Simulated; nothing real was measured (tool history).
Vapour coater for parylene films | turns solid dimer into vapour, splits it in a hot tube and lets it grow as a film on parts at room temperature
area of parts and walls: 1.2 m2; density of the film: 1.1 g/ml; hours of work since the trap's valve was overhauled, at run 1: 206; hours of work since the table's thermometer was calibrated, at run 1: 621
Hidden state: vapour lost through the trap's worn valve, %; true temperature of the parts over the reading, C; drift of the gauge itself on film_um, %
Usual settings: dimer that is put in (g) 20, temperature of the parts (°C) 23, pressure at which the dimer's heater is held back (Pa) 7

run     day  dimer that is put in (g)  temperature of the parts (°C)  pressure at which the dimer's heater is held back (Pa)  hours of work since the trap's valve was overhauled  hours of work since the table's thermometer was calibrated  thickness of the film (um)
  1       0                        20                             23                                                       7                                                  206                                                         621                       10.89
  2   2.067                        20                             23                                                       7                                                  230                                                         645                       10.66
  3   3.208                        20                             23                                                       7                                                  243                                                         659                       10.72
  4   4.683                        20                             23                                                       7                                                  260                                                         676                       10.81
  5   5.879                        20                             23                                                       7                                                  274                                                         690                       10.95
  6   7.104                        20                             23                                                       7                                                  289                                                         704                       10.87
  7   8.767                        20                             23                                                       7                                                  308                                                         724                       10.88
  8  10.067                        20                             23                                                       7                                                  323                                                         739                       10.61
  9  11.608                        20                             23                                                       7                                                  341                                                         757                        10.7
 10  13.846                        20                             23                                                       7                                                  368                                                         783                       10.71
 11  15.383                        20                             23                                                       7                                                  386                                                         801                       10.71
 12  17.271                        20                             23                                                       7                                                  408                                                         823                       10.85
 13  18.867                        20                             23                                                       7                                                  426                                                         842                       10.66
      19.45  -- trap's valve overhauled
 14  21.288                        20                             23                                                       7                                                   21                                                         868                       10.76
 15  22.562                        20                             23                                                       7                                                   36                                                         883                       10.73
 16  24.504                        24                             18                                                    5.04                                                   59                                                         905                       16.86
 17  25.492                        31                             20                                                    4.66                                                   71                                                         917                       20.12
 18  27.142                        18                             20                                                    6.36                                                   90                                                         936                       11.28
 19  28.342                        18                             23                                                       7                                                  104                                                         950                        9.66
 20  30.271                        17                             16                                                    7.58                                                  126                                                         973                       12.52
 21  31.412                        11                             34                                                    7.34                                                  140                                                         986                        3.68
 22  32.488                        20                             23                                                    7.04                                                  152                                                         999                       10.84
 23  33.696                        14                             21                                                    3.95                                                  166                                                        1013                        8.85
 24  35.338                        10                             26                                                    4.19                                                  186                                                        1032                        4.97
 25  36.954                        17                             22                                                       7                                                  205                                                        1051                        9.62
 26  39.233                        17                             22                                                       7                                                  231                                                        1078                        9.64
 27  40.575                        17                             22                                                       7                                                  247                                                        1093                        9.62
 28  41.812                         9                             23                                                       7                                                  261                                                        1108                        4.91
 29  43.546                        35                             19                                                    4.47                                                  282                                                        1128                       23.68

Forecast each of these 4 alternatives for the next run:
  A  45.325                        34                             19                                                    4.47                                                  302                                                        1149                           ?
  B  45.325                        29                             19                                                    4.47                                                  302                                                        1149                           ?
  C  45.325                        20                             22                                                    9.94                                                  302                                                        1149                           ?
  D  45.325                        16                             23                                                    3.19                                                  302                                                        1149                           ?

run  thickness of the film (um)
  A                       23.19
  B                       19.69
  C                       10.94
  D                        9.45
Without the tool's hidden state the same runs would have given:
run  thickness of the film (um)
  A                       23.25
  B                       19.74
  C                       10.97
  D                        9.47

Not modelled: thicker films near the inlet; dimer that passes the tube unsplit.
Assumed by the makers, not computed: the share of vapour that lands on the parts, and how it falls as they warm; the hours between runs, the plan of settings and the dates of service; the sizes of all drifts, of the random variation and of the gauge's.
